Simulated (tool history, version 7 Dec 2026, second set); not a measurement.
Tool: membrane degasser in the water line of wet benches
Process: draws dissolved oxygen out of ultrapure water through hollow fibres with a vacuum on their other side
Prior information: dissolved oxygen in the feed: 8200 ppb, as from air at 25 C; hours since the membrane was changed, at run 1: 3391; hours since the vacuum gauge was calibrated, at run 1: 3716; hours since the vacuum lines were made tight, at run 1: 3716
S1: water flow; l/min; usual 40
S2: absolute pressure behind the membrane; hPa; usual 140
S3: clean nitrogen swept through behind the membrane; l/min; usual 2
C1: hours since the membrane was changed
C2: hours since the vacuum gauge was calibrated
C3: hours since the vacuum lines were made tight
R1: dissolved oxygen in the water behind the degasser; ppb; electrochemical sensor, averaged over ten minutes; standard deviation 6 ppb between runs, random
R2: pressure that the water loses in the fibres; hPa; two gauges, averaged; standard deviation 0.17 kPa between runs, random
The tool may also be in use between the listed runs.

{"run": 1, "hour": 0.0, "S1": 40, "S2": 140, "S3": 2, "C1": 3391, "C2": 3716, "C3": 3716, "R1": 603.1, "R2": 269.5}
{"run": 2, "hour": 232.0, "S1": 40, "S2": 140, "S3": 2, "C1": 3623, "C2": 3948, "C3": 3948, "R1": 605.9, "R2": 266.2}
{"run": 3, "hour": 461.3, "S1": 37, "S2": 140, "S3": 2, "C1": 3853, "C2": 4177, "C3": 4177, "R1": 549.1, "R2": 244.9}
{"run": 4, "hour": 671.8, "S1": 40, "S2": 140, "S3": 2, "C1": 4063, "C2": 4388, "C3": 4388, "R1": 615.1, "R2": 270.9}
{"run": 5, "hour": 871.9, "S1": 40, "S2": 140, "S3": 2, "C1": 4263, "C2": 4588, "C3": 4588, "R1": 608.7, "R2": 267.4}
{"run": 6, "hour": 1109.2, "S1": 45, "S2": 317, "S3": 2.8, "C1": 4500, "C2": 4825, "C3": 4825, "R1": 1116.8, "R2": 298.7}
{"hour": 1152.5, "done": "vacuum gauge calibrated"}
{"run": 7, "hour": 1306.1, "S1": 61, "S2": 317, "S3": 0.9, "C1": 4697, "C2": 154, "C3": 5021, "R1": 2759.6, "R2": 411}
{"run": 8, "hour": 1454.0, "S1": 40, "S2": 131, "S3": 1.23, "C1": 4845, "C2": 301, "C3": 5169, "R1": 762.2, "R2": 270.7}
{"run": 9, "hour": 1660.9, "S1": 40, "S2": 131, "S3": 1.23, "C1": 5052, "C2": 508, "C3": 5376, "R1": 766.7, "R2": 265.3}
{"run": 10, "hour": 1845.5, "S1": 40, "S2": 131, "S3": 1.77, "C1": 5236, "C2": 693, "C3": 5561, "R1": 614.9, "R2": 266.9}

Here are 4 independent what-if runs from the current tool condition. What would each one return?
{"run": "A", "hour": 2071.6, "S1": 40, "S2": 140, "S3": 2.16, "C1": 5462, "C2": 919, "C3": 5787, "R1": "?", "R2": "?"}
{"run": "B", "hour": 2071.6, "S1": 42, "S2": 125, "S3": 1.27, "C1": 5462, "C2": 919, "C3": 5787, "R1": "?", "R2": "?"}
{"run": "C", "hour": 2071.6, "S1": 40, "S2": 170, "S3": 1.77, "C1": 5462, "C2": 919, "C3": 5787, "R1": "?", "R2": "?"}
{"run": "D", "hour": 2071.6, "S1": 28, "S2": 140, "S3": 1.69, "C1": 5462, "C2": 919, "C3": 5787, "R1": "?", "R2": "?"}

run=A R1=579.7 R2=269.5
run=B R1=763.6 R2=284.5
run=C R1=786.2 R2=269.3
run=D R1=454.4 R2=189.9
Had the tool no hidden state, the same runs would have come out as:
run=A R1=565.4 R2=264.1
run=B R1=749.4 R2=278.9
run=C R1=771.6 R2=263.9
run=D R1=444.7 R2=186.1
